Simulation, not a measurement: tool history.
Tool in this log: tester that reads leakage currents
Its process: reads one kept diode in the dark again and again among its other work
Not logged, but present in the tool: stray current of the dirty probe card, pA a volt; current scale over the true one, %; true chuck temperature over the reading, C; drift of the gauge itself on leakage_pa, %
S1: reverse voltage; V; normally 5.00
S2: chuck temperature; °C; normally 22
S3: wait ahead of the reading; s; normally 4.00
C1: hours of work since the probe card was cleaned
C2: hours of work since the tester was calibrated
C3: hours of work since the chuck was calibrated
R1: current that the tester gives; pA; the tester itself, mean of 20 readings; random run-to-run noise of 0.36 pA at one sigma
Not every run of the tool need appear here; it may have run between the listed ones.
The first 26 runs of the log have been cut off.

| run | hour | S1 | S2 | S3 | C1 | C2 | C3 | R1 |
|---|---|---|---|---|---|---|---|---|
| 27 | 4805.5 | 5.00 | 30 | 4.00 | 555 | 1224 | 389 | 227.71 |
| 28 | 4937.8 | 12.22 | 37 | 1.30 | 632 | 1301 | 466 | 593.86 |
| 29 | 5144.3 | 12.22 | 37 | 1.30 | 752 | 1422 | 586 | 594.25 |
| 30 | 5394.6 | 5.00 | 26 | 1.29 | 898 | 1567 | 732 | 170.79 |
| 31 | 5529.0 | 5.00 | 26 | 1.29 | 976 | 1645 | 810 | 172.06 |
| 32 | 5765.0 | 6.06 | 41 | 4.42 | 1113 | 1782 | 947 | 586.13 |
| 33 | 5912.1 | 6.13 | 38 | 4.00 | 1199 | 1868 | 1033 | 474.13 |
| 34 | 6119.6 | 11.56 | 22 | 0.68 | 1319 | 1989 | 1153 | 191.84 |
| 35 | 6352.8 | 11.84 | 36 | 1.10 | 1455 | 2124 | 1289 | 568.84 |
| 36 | 6545.3 | 11.84 | 36 | 1.10 | 1567 | 2236 | 1401 | 568.28 |
| 37 | 6690.0 | 17.34 | 28 | 0.36 | 1651 | 2320 | 1485 | 383.14 |
| 38 | 6904.9 | 2.10 | 22 | 3.07 | 1776 | 2445 | 1610 | 87.55 |

Each row is a separate what-if for the run after 38, all from the same tool condition, not one after another. Results?
| A | 7087.1 | 3.19 | 29 | 4.00 | 1882 | 2551 | 1716 | ? |
| B | 7087.1 | 2.10 | 22 | 1.00 | 1882 | 2551 | 1716 | ? |
| C | 7087.1 | 7.91 | 21 | 3.07 | 1882 | 2551 | 1716 | ? |

| run | R1 |
|---|---|
| A | 184.41 |
| B | 87.76 |
| C | 151.10 |
Take away the tool's hidden state, keep each run's random variation, and the runs would have read:
| run | R1 |
|---|---|
| A | 169.40 |
| B | 80.20 |
| C | 136.82 |
